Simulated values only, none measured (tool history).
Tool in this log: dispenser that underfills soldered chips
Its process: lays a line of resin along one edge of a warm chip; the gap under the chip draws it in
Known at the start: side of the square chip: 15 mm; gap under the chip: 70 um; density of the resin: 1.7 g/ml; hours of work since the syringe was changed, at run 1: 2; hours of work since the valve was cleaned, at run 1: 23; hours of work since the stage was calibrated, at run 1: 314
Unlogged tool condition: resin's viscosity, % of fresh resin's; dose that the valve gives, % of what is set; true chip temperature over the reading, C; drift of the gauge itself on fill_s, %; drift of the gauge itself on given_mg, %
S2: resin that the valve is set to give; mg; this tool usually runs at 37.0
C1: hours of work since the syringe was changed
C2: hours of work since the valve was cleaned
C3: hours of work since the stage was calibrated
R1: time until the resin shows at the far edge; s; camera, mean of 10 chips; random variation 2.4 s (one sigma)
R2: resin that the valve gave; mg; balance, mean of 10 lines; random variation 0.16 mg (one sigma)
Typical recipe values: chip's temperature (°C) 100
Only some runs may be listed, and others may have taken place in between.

Run 1, day 0.000: usual settings; C1 2; C2 23; C3 314. Result: R1 253.7 s, R2 36.33 mg.
At day 0.350: new syringe of resin.
Run 2, day 0.425: usual settings; C1 1; C2 30; C3 321. Result: R1 239.4 s, R2 36.28 mg.
Run 3, day 0.771: usual settings; C1 8; C2 37; C3 328. Result: R1 317.1 s, R2 36.03 mg.
At day 0.825: new syringe of resin.
At day 1.292: new syringe of resin.
Run 4, day 1.488: usual settings; C1 4; C2 49; C3 340. Result: R1 266.6 s, R2 36.10 mg.
At day 1.800: new syringe of resin.
Run 5, day 1.871: usual settings; C1 1; C2 56; C3 347. Result: R1 237.2 s, R2 35.50 mg.
At day 2.312: new syringe of resin.
Run 6, day 2.338: usual settings; C1 0; C2 64; C3 355. Result: R1 226.7 s, R2 35.42 mg.
Run 7, day 2.642: usual settings but S2 31.4 mg; C1 6; C2 70; C3 361. Result: R1 316.3 s, R2 29.93 mg.
At day 2.829: new syringe of resin.
Run 8, day 3.008: usual settings but chip's temperature (°C) 112, S2 43.6 mg; C1 3; C2 76; C3 367. Result: R1 157.1 s, R2 41.47 mg.
At day 3.329: new syringe of resin.
Run 9, day 3.558: usual settings but chip's temperature (°C) 113, S2 35.3 mg; C1 4; C2 86; C3 377. Result: R1 168.9 s, R2 33.36 mg.
At day 3.854: new syringe of resin.
Run 10, day 3.929: usual settings but chip's temperature (°C) 113, S2 35.3 mg; C1 1; C2 93; C3 383. Result: R1 147.9 s, R2 33.39 mg.

Predict the results of run 11:
At day 4.362: new syringe of resin.
Run 11, day 4.425: usual settings but chip's temperature (°C) 89, S2 35.3 mg; C1 1; C2 101; C3 392. Result: R1 ?, R2 ?.

Run 11 yielded R1 391.4 s, R2 33.18 mg.
With no hidden state in the tool, this same run would have given R1 380.3 s, R2 35.39 mg.
